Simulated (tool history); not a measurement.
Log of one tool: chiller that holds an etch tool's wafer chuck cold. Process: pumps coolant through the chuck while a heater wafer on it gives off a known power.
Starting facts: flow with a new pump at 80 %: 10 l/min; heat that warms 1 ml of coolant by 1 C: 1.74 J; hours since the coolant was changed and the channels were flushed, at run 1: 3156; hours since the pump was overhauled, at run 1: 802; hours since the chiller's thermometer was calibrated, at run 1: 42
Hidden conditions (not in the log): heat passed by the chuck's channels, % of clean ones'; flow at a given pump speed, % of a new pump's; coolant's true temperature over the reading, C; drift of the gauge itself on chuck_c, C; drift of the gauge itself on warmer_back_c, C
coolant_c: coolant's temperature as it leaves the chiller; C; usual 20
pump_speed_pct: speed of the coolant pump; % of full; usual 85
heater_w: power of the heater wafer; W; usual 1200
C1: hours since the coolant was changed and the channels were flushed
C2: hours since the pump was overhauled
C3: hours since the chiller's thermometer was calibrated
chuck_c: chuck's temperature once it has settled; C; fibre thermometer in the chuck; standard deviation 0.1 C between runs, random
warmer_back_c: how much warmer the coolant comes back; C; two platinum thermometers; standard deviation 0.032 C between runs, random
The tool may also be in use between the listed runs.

{"run": 1, "hour": 0.0, "coolant_c": 20, "pump_speed_pct": 85, "heater_w": 1200, "C1": 3156, "C2": 802, "C3": 42, "chuck_c": 29.2, "warmer_back_c": 3.92}
{"run": 2, "hour": 40.9, "coolant_c": 20, "pump_speed_pct": 85, "heater_w": 1200, "C1": 3197, "C2": 843, "C3": 82, "chuck_c": 29.3, "warmer_back_c": 3.93}
{"run": 3, "hour": 86.7, "coolant_c": 20, "pump_speed_pct": 71, "heater_w": 1200, "C1": 3243, "C2": 889, "C3": 128, "chuck_c": 30.6, "warmer_back_c": 4.8}
{"run": 4, "hour": 125.4, "coolant_c": 20, "pump_speed_pct": 71, "heater_w": 1200, "C1": 3282, "C2": 928, "C3": 167, "chuck_c": 30.6, "warmer_back_c": 4.76}
{"run": 5, "hour": 168.0, "coolant_c": 20, "pump_speed_pct": 85, "heater_w": 1200, "C1": 3324, "C2": 970, "C3": 210, "chuck_c": 29.3, "warmer_back_c": 4.1}
{"run": 6, "hour": 189.2, "coolant_c": 20, "pump_speed_pct": 85, "heater_w": 1200, "C1": 3346, "C2": 991, "C3": 231, "chuck_c": 29.3, "warmer_back_c": 4.03}
{"run": 7, "hour": 213.6, "coolant_c": 20, "pump_speed_pct": 85, "heater_w": 1200, "C1": 3370, "C2": 1016, "C3": 255, "chuck_c": 29.2, "warmer_back_c": 4.09}
{"run": 8, "hour": 236.7, "coolant_c": 10, "pump_speed_pct": 65, "heater_w": 838, "C1": 3393, "C2": 1039, "C3": 278, "chuck_c": 17.9, "warmer_back_c": 3.83}
{"run": 9, "hour": 256.4, "coolant_c": 14, "pump_speed_pct": 65, "heater_w": 1620, "C1": 3413, "C2": 1059, "C3": 298, "chuck_c": 29.1, "warmer_back_c": 7.22}
{"run": 10, "hour": 293.5, "coolant_c": 20, "pump_speed_pct": 90, "heater_w": 1261, "C1": 3450, "C2": 1096, "C3": 335, "chuck_c": 29.3, "warmer_back_c": 4.09}
{"run": 11, "hour": 336.3, "coolant_c": 11, "pump_speed_pct": 61, "heater_w": 1200, "C1": 3493, "C2": 1139, "C3": 378, "chuck_c": 22.7, "warmer_back_c": 5.86}
{"run": 12, "hour": 361.2, "coolant_c": 11, "pump_speed_pct": 61, "heater_w": 1200, "C1": 3518, "C2": 1163, "C3": 403, "chuck_c": 22.8, "warmer_back_c": 5.75}
{"run": 13, "hour": 381.6, "coolant_c": 15, "pump_speed_pct": 85, "heater_w": 1200, "C1": 3538, "C2": 1184, "C3": 423, "chuck_c": 24.1, "warmer_back_c": 4.26}

What if the next run were any one of these 3? Each begins from the tool's condition after run 13:
{"run": "A", "hour": 410.6, "coolant_c": 29, "pump_speed_pct": 85, "heater_w": 773, "C1": 3567, "C2": 1213, "C3": 452, "chuck_c": "?", "warmer_back_c": "?"}
{"run": "B", "hour": 410.6, "coolant_c": 20, "pump_speed_pct": 85, "heater_w": 1558, "C1": 3567, "C2": 1213, "C3": 452, "chuck_c": "?", "warmer_back_c": "?"}
{"run": "C", "hour": 410.6, "coolant_c": 10, "pump_speed_pct": 94, "heater_w": 1200, "C1": 3567, "C2": 1213, "C3": 452, "chuck_c": "?", "warmer_back_c": "?"}

run=A chuck_c=34.8 warmer_back_c=2.87
run=B chuck_c=32.0 warmer_back_c=5.45
run=C chuck_c=18.5 warmer_back_c=3.87
With no hidden state in the tool, these same runs would have given:
run=A chuck_c=34.8 warmer_back_c=2.47
run=B chuck_c=32.0 warmer_back_c=5.06
run=C chuck_c=18.4 warmer_back_c=3.48

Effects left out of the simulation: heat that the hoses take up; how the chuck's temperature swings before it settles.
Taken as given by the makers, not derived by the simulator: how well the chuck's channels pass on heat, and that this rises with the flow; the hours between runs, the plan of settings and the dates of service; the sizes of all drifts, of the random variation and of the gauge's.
